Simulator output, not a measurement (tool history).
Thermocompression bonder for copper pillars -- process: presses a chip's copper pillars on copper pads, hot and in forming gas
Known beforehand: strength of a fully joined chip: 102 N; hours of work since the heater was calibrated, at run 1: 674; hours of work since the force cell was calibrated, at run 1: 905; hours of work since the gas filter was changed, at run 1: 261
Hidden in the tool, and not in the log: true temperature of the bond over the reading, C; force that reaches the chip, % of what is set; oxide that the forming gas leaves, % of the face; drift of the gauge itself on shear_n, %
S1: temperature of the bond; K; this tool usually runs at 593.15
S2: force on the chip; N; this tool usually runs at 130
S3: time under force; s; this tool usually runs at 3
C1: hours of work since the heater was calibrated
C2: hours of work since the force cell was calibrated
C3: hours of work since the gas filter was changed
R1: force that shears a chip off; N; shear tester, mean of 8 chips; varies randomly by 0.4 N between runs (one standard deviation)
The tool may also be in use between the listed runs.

Run 1, hour 0.0: usual settings; C1 674; C2 905; C3 261. Result: R1 54.8 N.
At hour 3.3: forming gas filter changed.
Run 2, hour 21.5: usual settings; C1 685; C2 917; C3 10. Result: R1 57.4 N.
Run 3, hour 50.2: usual settings but S3 9 s; C1 701; C2 932; C3 25. Result: R1 77.9 N.
Run 4, hour 70.0: usual settings but S3 9 s; C1 711; C2 943; C3 36. Result: R1 77.0 N.
Run 5, hour 88.3: usual settings but S2 124 N; C1 721; C2 953; C3 46. Result: R1 55.4 N.
Run 6, hour 119.5: usual settings but S2 124 N; C1 738; C2 970; C3 63. Result: R1 55.1 N.
Run 7, hour 151.1: usual settings but S2 124 N; C1 755; C2 987; C3 80. Result: R1 54.5 N.
Run 8, hour 172.8: usual settings but S2 124 N; C1 767; C2 999; C3 92. Result: R1 54.2 N.
At hour 181.0: force cell calibrated.
Run 9, hour 200.1: usual settings but S3 2 s; C1 781; C2 10; C3 106. Result: R1 51.0 N.
Run 10, hour 213.2: usual settings but S3 2 s; C1 788; C2 17; C3 113. Result: R1 51.3 N.
Run 11, hour 228.6: usual settings but S3 2 s; C1 796; C2 26; C3 121. Result: R1 51.6 N.
Run 12, hour 253.1: usual settings but S2 81 N; C1 810; C2 39; C3 135. Result: R1 40.1 N.
Run 13, hour 273.1: usual settings; C1 821; C2 50; C3 145. Result: R1 57.4 N.
Run 14, hour 288.5: usual settings but S2 141 N; C1 829; C2 58; C3 154. Result: R1 61.1 N.
Run 15, hour 303.7: usual settings but S2 141 N; C1 837; C2 66; C3 162. Result: R1 60.8 N.
Run 16, hour 335.3: usual settings but S2 141 N; C1 854; C2 84; C3 179. Result: R1 60.3 N.
At hour 339.7: heater calibrated with a thermocouple chip.
Run 17, hour 351.6: usual settings but S2 141 N; C1 6; C2 91; C3 187. Result: R1 59.8 N.
Run 18, hour 365.6: usual settings but S3 5 s; C1 14; C2 99; C3 194. Result: R1 65.5 N.
Run 19, hour 389.5: usual settings but S3 5 s; C1 27; C2 112; C3 207. Result: R1 65.9 N.
At hour 405.6: heater calibrated with a thermocouple chip, once more.
Run 20, hour 405.6: usual settings but S3 5 s; C1 0; C2 119; C3 215. Result: R1 66.4 N.
Run 21, hour 432.6: usual settings but S1 607.15 K, S2 151 N, S3 9 s; C1 15; C2 134; C3 230. Result: R1 85.9 N.
Run 22, hour 452.8: usual settings but S1 585.15 K, S2 165 N, S3 4 s; C1 26; C2 145; C3 241. Result: R1 69.6 N.
Run 23, hour 467.4: usual settings but S3 2 s; C1 34; C2 153; C3 248. Result: R1 50.5 N.
At hour 495.3: forming gas filter changed.
Run 24, hour 498.1: usual settings but S1 596.15 K; C1 50; C2 169; C3 2. Result: R1 61.7 N.
Run 25, hour 522.9: usual settings but S1 592.15 K, S2 161 N, S3 2 s; C1 63; C2 183; C3 15. Result: R1 61.7 N.
Run 26, hour 539.0: usual settings but S1 612.15 K, S2 152 N, S3 7 s; C1 72; C2 191; C3 24. Result: R1 87.7 N.
Run 27, hour 563.7: usual settings but S1 612.15 K, S2 89 N, S3 7 s; C1 85; C2 205; C3 37. Result: R1 66.3 N.
Run 28, hour 587.3: usual settings but S1 587.15 K, S2 89 N, S3 2 s; C1 98; C2 218; C3 50. Result: R1 36.8 N.
Run 29, hour 616.7: usual settings but S1 587.15 K, S2 89 N, S3 2 s; C1 114; C2 234; C3 66. Result: R1 36.4 N.
Run 30, hour 631.3: usual settings; C1 122; C2 242; C3 74. Result: R1 59.8 N.
Run 31, hour 648.8: usual settings but S1 577.15 K, S3 2 s; C1 131; C2 251; C3 83. Result: R1 45.3 N.
Run 32, hour 671.2: usual settings but S1 574.15 K, S2 185 N; C1 144; C2 263; C3 95. Result: R1 65.7 N.
Run 33, hour 689.0: usual settings but S1 574.15 K, S2 185 N; C1 153; C2 273; C3 105. Result: R1 66.1 N.
Run 34, hour 710.0: usual settings but S1 622.15 K, S2 124 N, S3 6 s; C1 165; C2 284; C3 116. Result: R1 79.5 N.
Run 35, hour 728.1: usual settings but S2 158 N; C1 174; C2 294; C3 126. Result: R1 66.6 N.
Run 36, hour 753.9: usual settings but S2 158 N; C1 188; C2 308; C3 140. Result: R1 65.7 N.
Run 37, hour 782.8: usual settings but S1 586.15 K; C1 204; C2 324; C3 156. Result: R1 56.1 N.
Run 38, hour 807.4: usual settings but S3 2 s; C1 217; C2 337; C3 169. Result: R1 50.1 N.
Run 39, hour 825.0: usual settings but S1 602.15 K, S2 165 N, S3 7 s; C1 227; C2 346; C3 179. Result: R1 83.9 N.

Each run again, without the hidden state but with its own random variation kept:
run    R1
  1  61.8
  2  61.1
  3  81.7
  4  81.0
  5  59.7
  6  59.6
  7  59.3
  8  59.1
  9  53.6
 10  54.0
 11  54.5
 12  42.6
 13  60.8
 14  64.8
 15  64.6
 16  64.4
 17  64.6
 18  70.6
 19  71.2
 20  70.2
 21  90.6
 22  73.9
 23  54.0
 24  62.5
 25  62.8
 26  88.8
 27  67.7
 28  37.9
 29  37.7
 30  61.9
 31  47.2
 32  68.2
 33  68.8
 34  82.5
 35  69.7
 36  69.0
 37  59.4
 38  53.4
 39  88.2

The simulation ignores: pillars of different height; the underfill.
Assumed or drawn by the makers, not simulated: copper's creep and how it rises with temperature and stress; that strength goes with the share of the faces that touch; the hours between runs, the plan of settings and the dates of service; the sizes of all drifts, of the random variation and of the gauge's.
